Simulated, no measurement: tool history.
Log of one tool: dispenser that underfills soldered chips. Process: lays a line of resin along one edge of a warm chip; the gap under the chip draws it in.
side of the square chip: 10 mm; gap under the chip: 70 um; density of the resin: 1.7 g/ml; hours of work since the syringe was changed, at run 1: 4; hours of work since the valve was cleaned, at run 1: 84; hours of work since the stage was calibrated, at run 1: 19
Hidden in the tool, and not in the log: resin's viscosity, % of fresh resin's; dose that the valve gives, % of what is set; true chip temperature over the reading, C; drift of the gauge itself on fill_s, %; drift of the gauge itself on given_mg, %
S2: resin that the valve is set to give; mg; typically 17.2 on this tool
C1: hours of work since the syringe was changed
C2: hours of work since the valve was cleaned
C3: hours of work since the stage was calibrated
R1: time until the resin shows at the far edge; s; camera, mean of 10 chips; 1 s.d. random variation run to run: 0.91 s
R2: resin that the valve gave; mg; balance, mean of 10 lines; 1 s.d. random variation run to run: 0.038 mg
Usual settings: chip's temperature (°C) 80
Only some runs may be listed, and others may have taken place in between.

{"run": 1, "hour": 0.0, "chip's temperature (°C)": 80, "S2": 17.2, "C1": 4, "C2": 84, "C3": 19, "R1": 108.4, "R2": 16.71}
{"hour": 4.1, "done": "new syringe of resin"}
{"hour": 14.9, "done": "new syringe of resin"}
{"run": 2, "hour": 16.8, "chip's temperature (°C)": 80, "S2": 17.2, "C1": 1, "C2": 96, "C3": 31, "R1": 89.9, "R2": 16.58}
{"hour": 25.1, "done": "new syringe of resin"}
{"run": 3, "hour": 29.8, "chip's temperature (°C)": 80, "S2": 17.2, "C1": 4, "C2": 105, "C3": 40, "R1": 101.9, "R2": 16.48}
{"hour": 34.9, "done": "new syringe of resin"}
{"hour": 38.0, "done": "dispensing valve cleaned and set on the balance"}
{"hour": 45.4, "done": "new syringe of resin"}
{"run": 4, "hour": 47.1, "chip's temperature (°C)": 80, "S2": 17.2, "C1": 1, "C2": 7, "C3": 52, "R1": 88, "R2": 17.13}
{"hour": 55.2, "done": "new syringe of resin"}
{"hour": 64.6, "done": "new syringe of resin"}
{"run": 5, "hour": 64.6, "chip's temperature (°C)": 80, "S2": 17.2, "C1": 0, "C2": 19, "C3": 65, "R1": 83.2, "R2": 17.06}
{"hour": 74.0, "done": "new syringe of resin"}
{"run": 6, "hour": 75.7, "chip's temperature (°C)": 80, "S2": 17.2, "C1": 1, "C2": 27, "C3": 73, "R1": 89.2, "R2": 17.09}
{"hour": 83.3, "done": "new syringe of resin"}
{"hour": 93.4, "done": "new syringe of resin"}
{"run": 7, "hour": 93.4, "chip's temperature (°C)": 80, "S2": 17.2, "C1": 0, "C2": 40, "C3": 85, "R1": 82.9, "R2": 16.89}
{"hour": 103.2, "done": "new syringe of resin"}
{"run": 8, "hour": 111.3, "chip's temperature (°C)": 80, "S2": 17.2, "C1": 6, "C2": 53, "C3": 99, "R1": 114.8, "R2": 16.84}
{"hour": 113.0, "done": "new syringe of resin"}
{"hour": 123.0, "done": "new syringe of resin"}
{"run": 9, "hour": 127.3, "chip's temperature (°C)": 85, "S2": 17.2, "C1": 3, "C2": 65, "C3": 110, "R1": 75.9, "R2": 16.76}
{"hour": 132.2, "done": "new syringe of resin"}
{"hour": 141.8, "done": "new syringe of resin"}
{"run": 10, "hour": 145.3, "chip's temperature (°C)": 85, "S2": 17.2, "C1": 3, "C2": 78, "C3": 123, "R1": 73, "R2": 16.65}
{"hour": 151.7, "done": "new syringe of resin"}
{"run": 11, "hour": 153.4, "chip's temperature (°C)": 85, "S2": 17.2, "C1": 1, "C2": 83, "C3": 129, "R1": 67.9, "R2": 16.65}
{"hour": 161.5, "done": "new syringe of resin"}
{"hour": 171.3, "done": "new syringe of resin"}
{"run": 12, "hour": 171.6, "chip's temperature (°C)": 85, "S2": 17.2, "C1": 0, "C2": 96, "C3": 142, "R1": 64, "R2": 16.51}
{"hour": 181.6, "done": "new syringe of resin"}
{"run": 13, "hour": 185.5, "chip's temperature (°C)": 79, "S2": 17.2, "C1": 3, "C2": 107, "C3": 152, "R1": 102.1, "R2": 16.53}
{"hour": 191.3, "done": "dispensing valve cleaned and set on the balance"}
{"hour": 192.7, "done": "new syringe of resin"}
{"run": 14, "hour": 200.9, "chip's temperature (°C)": 87, "S2": 17.2, "C1": 6, "C2": 7, "C3": 163, "R1": 79.4, "R2": 17.07}
{"hour": 202.7, "done": "new syringe of resin"}
{"run": 15, "hour": 209.9, "chip's temperature (°C)": 87, "S2": 17.2, "C1": 5, "C2": 13, "C3": 169, "R1": 75.3, "R2": 17.03}
{"hour": 212.6, "done": "new syringe of resin"}
{"hour": 222.6, "done": "new syringe of resin"}
{"run": 16, "hour": 227.2, "chip's temperature (°C)": 87, "S2": 17.2, "C1": 3, "C2": 26, "C3": 182, "R1": 67.2, "R2": 16.99}
{"hour": 232.0, "done": "new syringe of resin"}
{"run": 17, "hour": 238.8, "chip's temperature (°C)": 87, "S2": 17.2, "C1": 5, "C2": 34, "C3": 190, "R1": 73.8, "R2": 16.85}
{"hour": 242.6, "done": "new syringe of resin"}
{"hour": 251.8, "done": "new syringe of resin"}
{"run": 18, "hour": 251.8, "chip's temperature (°C)": 87, "S2": 17.2, "C1": 0, "C2": 44, "C3": 199, "R1": 56.6, "R2": 16.84}
{"hour": 261.8, "done": "new syringe of resin"}
{"run": 19, "hour": 265.2, "chip's temperature (°C)": 81, "S2": 20.4, "C1": 3, "C2": 53, "C3": 209, "R1": 82.5, "R2": 19.83}
{"hour": 271.9, "done": "new syringe of resin"}
{"hour": 282.0, "done": "new syringe of resin"}
{"run": 20, "hour": 283.1, "chip's temperature (°C)": 78, "S2": 17.9, "C1": 1, "C2": 66, "C3": 222, "R1": 89.2, "R2": 17.45}
{"hour": 292.0, "done": "new syringe of resin"}
{"run": 21, "hour": 300.2, "chip's temperature (°C)": 78, "S2": 17.9, "C1": 6, "C2": 79, "C3": 234, "R1": 122.6, "R2": 17.33}
{"hour": 301.9, "done": "new syringe of resin"}
{"hour": 312.2, "done": "new syringe of resin"}
{"run": 22, "hour": 312.2, "chip's temperature (°C)": 82, "S2": 20.4, "C1": 0, "C2": 87, "C3": 243, "R1": 69, "R2": 19.66}
{"hour": 321.6, "done": "new syringe of resin"}
{"run": 23, "hour": 327.7, "chip's temperature (°C)": 92, "S2": 18.9, "C1": 5, "C2": 99, "C3": 254, "R1": 55.4, "R2": 18.11}
{"hour": 332.1, "done": "new syringe of resin"}
{"hour": 342.2, "done": "new syringe of resin"}
{"hour": 345.2, "done": "dispensing valve cleaned and set on the balance"}
{"run": 24, "hour": 345.6, "chip's temperature (°C)": 92, "S2": 18.9, "C1": 2, "C2": 0, "C3": 266, "R1": 47.1, "R2": 18.87}
{"hour": 353.0, "done": "new syringe of resin"}
{"hour": 362.8, "done": "new syringe of resin"}
{"run": 25, "hour": 363.5, "chip's temperature (°C)": 89, "S2": 17.4, "C1": 1, "C2": 13, "C3": 279, "R1": 51.2, "R2": 17.24}
{"hour": 372.3, "done": "new syringe of resin"}
{"run": 26, "hour": 374.4, "chip's temperature (°C)": 72, "S2": 14.9, "C1": 2, "C2": 21, "C3": 287, "R1": 128.4, "R2": 14.73}
{"hour": 382.0, "done": "new syringe of resin"}
{"run": 27, "hour": 383.8, "chip's temperature (°C)": 72, "S2": 14.9, "C1": 1, "C2": 28, "C3": 294, "R1": 130.4, "R2": 14.7}
{"hour": 391.7, "done": "new syringe of resin"}
{"run": 28, "hour": 399.0, "chip's temperature (°C)": 75, "S2": 15.6, "C1": 5, "C2": 39, "C3": 305, "R1": 137.3, "R2": 15.31}
{"hour": 402.1, "done": "new syringe of resin"}
{"hour": 411.7, "done": "new syringe of resin"}
{"run": 29, "hour": 412.6, "chip's temperature (°C)": 90, "S2": 17.5, "C1": 1, "C2": 49, "C3": 315, "R1": 49.7, "R2": 17.12}
{"hour": 421.1, "done": "new syringe of resin"}
{"run": 30, "hour": 423.8, "chip's temperature (°C)": 90, "S2": 20.1, "C1": 2, "C2": 57, "C3": 323, "R1": 51.4, "R2": 19.61}

Measured less the same run without the tool's hidden state. The same run-to-run variation is in both; the gauge's scatter may not be:
run=1 R1=+23.1 R2=-0.48
run=2 R1=+4.9 R2=-0.55
run=3 R1=+15.9 R2=-0.61
run=4 R1=+2 R2=-0.08
run=5 R1=-3.3 R2=-0.16
run=6 R1=+2.6 R2=-0.21
run=7 R1=-4.5 R2=-0.29
run=8 R1=+29.5 R2=-0.37
run=9 R1=+9.9 R2=-0.45
run=10 R1=+7.6 R2=-0.53
run=11 R1=+1.2 R2=-0.57
run=12 R1=-2.9 R2=-0.65
run=13 R1=+10.1 R2=-0.72
run=14 R1=+19.6 R2=-0.12
run=15 R1=+15.7 R2=-0.15
run=16 R1=+7.3 R2=-0.24
run=17 R1=+13.8 R2=-0.29
run=18 R1=-4.1 R2=-0.36
run=19 R1=+3.8 R2=-0.5
run=20 R1=-5.4 R2=-0.53
run=21 R1=+28.9 R2=-0.61
run=22 R1=-7.5 R2=-0.75
run=23 R1=+8.9 R2=-0.79
run=24 R1=+0 R2=-0.05
run=25 R1=-2.8 R2=-0.13
run=26 R1=-5.4 R2=-0.15
run=27 R1=-7.1 R2=-0.2
run=28 R1=+24.8 R2=-0.27
run=29 R1=-2.8 R2=-0.37
run=30 R1=+0.8 R2=-0.48

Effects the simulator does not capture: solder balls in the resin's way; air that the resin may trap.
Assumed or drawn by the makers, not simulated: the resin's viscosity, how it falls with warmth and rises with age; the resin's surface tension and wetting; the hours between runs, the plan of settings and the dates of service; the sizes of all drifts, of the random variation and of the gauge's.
